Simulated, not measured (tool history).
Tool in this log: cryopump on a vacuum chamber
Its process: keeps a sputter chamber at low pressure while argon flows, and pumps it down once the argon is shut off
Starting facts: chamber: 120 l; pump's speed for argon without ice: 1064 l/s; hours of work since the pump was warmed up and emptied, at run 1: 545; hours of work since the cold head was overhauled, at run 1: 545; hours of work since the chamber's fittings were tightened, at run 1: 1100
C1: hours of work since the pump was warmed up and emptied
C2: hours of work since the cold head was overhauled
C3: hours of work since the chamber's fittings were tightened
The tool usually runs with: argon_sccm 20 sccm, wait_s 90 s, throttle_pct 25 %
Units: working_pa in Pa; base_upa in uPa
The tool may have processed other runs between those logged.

{"run": 1, "day": 0.0, "argon_sccm": 20, "wait_s": 90, "throttle_pct": 25, "C1": 545, "C2": 545, "C3": 1100, "working_pa": 0.1311, "base_upa": 3.77}
{"run": 2, "day": 1.825, "argon_sccm": 20, "wait_s": 90, "throttle_pct": 25, "C1": 570, "C2": 570, "C3": 1125, "working_pa": 0.131, "base_upa": 3.87}
{"run": 3, "day": 4.371, "argon_sccm": 20, "wait_s": 45, "throttle_pct": 25, "C1": 604, "C2": 604, "C3": 1159, "working_pa": 0.1308, "base_upa": 4.56}
{"run": 4, "day": 6.675, "argon_sccm": 20, "wait_s": 45, "throttle_pct": 25, "C1": 635, "C2": 635, "C3": 1190, "working_pa": 0.1304, "base_upa": 4.61}
{"run": 5, "day": 8.892, "argon_sccm": 20, "wait_s": 45, "throttle_pct": 25, "C1": 665, "C2": 665, "C3": 1220, "working_pa": 0.1314, "base_upa": 4.69}
{"run": 6, "day": 12.05, "argon_sccm": 20, "wait_s": 45, "throttle_pct": 25, "C1": 708, "C2": 708, "C3": 1263, "working_pa": 0.131, "base_upa": 4.83}
{"run": 7, "day": 15.267, "argon_sccm": 11, "wait_s": 70, "throttle_pct": 21, "C1": 752, "C2": 752, "C3": 1307, "working_pa": 0.0862, "base_upa": 4.58}
{"run": 8, "day": 17.808, "argon_sccm": 39, "wait_s": 273, "throttle_pct": 20, "C1": 786, "C2": 786, "C3": 1341, "working_pa": 0.3185, "base_upa": 4.08}
{"run": 9, "day": 20.254, "argon_sccm": 12, "wait_s": 97, "throttle_pct": 25, "C1": 819, "C2": 819, "C3": 1374, "working_pa": 0.0792, "base_upa": 4.55}
{"run": 10, "day": 21.962, "argon_sccm": 12, "wait_s": 97, "throttle_pct": 25, "C1": 842, "C2": 842, "C3": 1397, "working_pa": 0.0793, "base_upa": 4.65}
{"run": 11, "day": 24.383, "argon_sccm": 13, "wait_s": 73, "throttle_pct": 16, "C1": 875, "C2": 875, "C3": 1430, "working_pa": 0.1333, "base_upa": 4.91}

For some of the steps in working_pa from one run to the next: how much would appear even if the tool had no hidden state, given the settings, what came in and random variation, and how much remains for the hidden state plus any gauge scatter that the measured result and the result without hidden state don't share?
The hidden state here: pump's speed, % of a pump's without ice; cold plate's temperature, K; leak into the chamber, uPa l/s; drift of the gauge itself on working_pa, %; drift of the gauge itself on base_upa, %.
Run 7 -> 8: argon_sccm 11 -> 39, wait_s 70 -> 273, throttle_pct 21 -> 20. working_pa +0.2323 Pa: hidden state +0.0065, all else +0.2258.
Run 8 -> 9: argon_sccm 39 -> 12, wait_s 273 -> 97, throttle_pct 20 -> 25. working_pa -0.2393 Pa: hidden state -0.0061, all else -0.2332.
